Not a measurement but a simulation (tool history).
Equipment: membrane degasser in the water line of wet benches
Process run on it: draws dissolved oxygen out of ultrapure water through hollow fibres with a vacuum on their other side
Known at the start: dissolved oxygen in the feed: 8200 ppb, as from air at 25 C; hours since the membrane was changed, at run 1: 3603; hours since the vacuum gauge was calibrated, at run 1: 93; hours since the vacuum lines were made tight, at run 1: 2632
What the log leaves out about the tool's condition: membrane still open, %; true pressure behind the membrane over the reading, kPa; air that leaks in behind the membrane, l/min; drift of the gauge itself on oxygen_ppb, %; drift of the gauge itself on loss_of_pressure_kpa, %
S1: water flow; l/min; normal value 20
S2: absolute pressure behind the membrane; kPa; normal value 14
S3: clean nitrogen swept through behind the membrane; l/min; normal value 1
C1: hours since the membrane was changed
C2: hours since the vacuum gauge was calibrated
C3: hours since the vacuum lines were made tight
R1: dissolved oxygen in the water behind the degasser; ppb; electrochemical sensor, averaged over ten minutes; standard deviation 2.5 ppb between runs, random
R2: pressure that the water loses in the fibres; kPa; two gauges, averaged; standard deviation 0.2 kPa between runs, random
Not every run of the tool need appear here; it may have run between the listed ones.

run    hour  S1    S2    S3    C1    C2    C3      R1     R2
  1       0  20    14     1  3603    93  2632   525.6  44.79
  2   101.5  13    14     1  3704   195  2733   322.8  28.69
  3   172.1  20    14     1  3775   265  2804   531.3  44.38
  4   271.6  20    14     1  3874   365  2903     528  44.16
  5   350.5  20    14     1  3953   444  2982   528.3  44.48
  6   457.5  20    14     1  4060   551  3089   531.1  44.58
  7     540  20    14     1  4143   633  3172     528  44.64
  8   689.7  26    14     1  4292   783  3321   744.4  58.11
  9   796.8  26    14     1  4400   890  3429   744.3  57.58
 10   913.2  26    14     1  4516  1006  3545   745.2  57.62
 11  1036.4  26    14     1  4639  1130  3668   749.4   57.8
 12  1143.6  26    14     1  4746  1237  3775   746.2   57.3
 13  1275.1  26    14     1  4878  1368  3907   741.8  57.76
 14  1387.5  26    14     1  4990  1481  4019   743.4  57.68
 15    1529  14   9.9     1  5132  1622  4161     226  31.18
 16  1636.9  20  27.2     1  5240  1730  4269  1026.2   44.5
 17  1764.7  27  10.3     1  5367  1858  4396   597.7  60.39
 18  1868.3  29    14  0.57  5471  1962  4500    1167  64.57
 19  1992.9  20  33.5  2.87  5596  2086  4625   548.7  44.74
 20    2082  25  33.5  2.87  5685  2175  4714   739.9  55.48

Below are 4 alternative next runs, each starting from the tool's condition after run 20. Predict each:
  A  2179.5  16  11.9  0.77  5782  2273  4811   ?   ?
  B  2179.5  13  20.4  2.87  5782  2273  4811   ?   ?
  C  2179.5  20  33.5  2.87  5782  2273  4811   ?   ?
  D  2179.5  20    14  1.52  5782  2273  4811   ?   ?

run     R1     R2
  A  412.7  35.36
  B  196.9  29.17
  C  547.6  44.68
  D  394.9   44.5
Without the tool's unlogged condition, the same runs would have read:
run     R1     R2
  A  412.4  35.32
  B  196.7  29.14
  C  547.2  44.64
  D  394.5  44.46
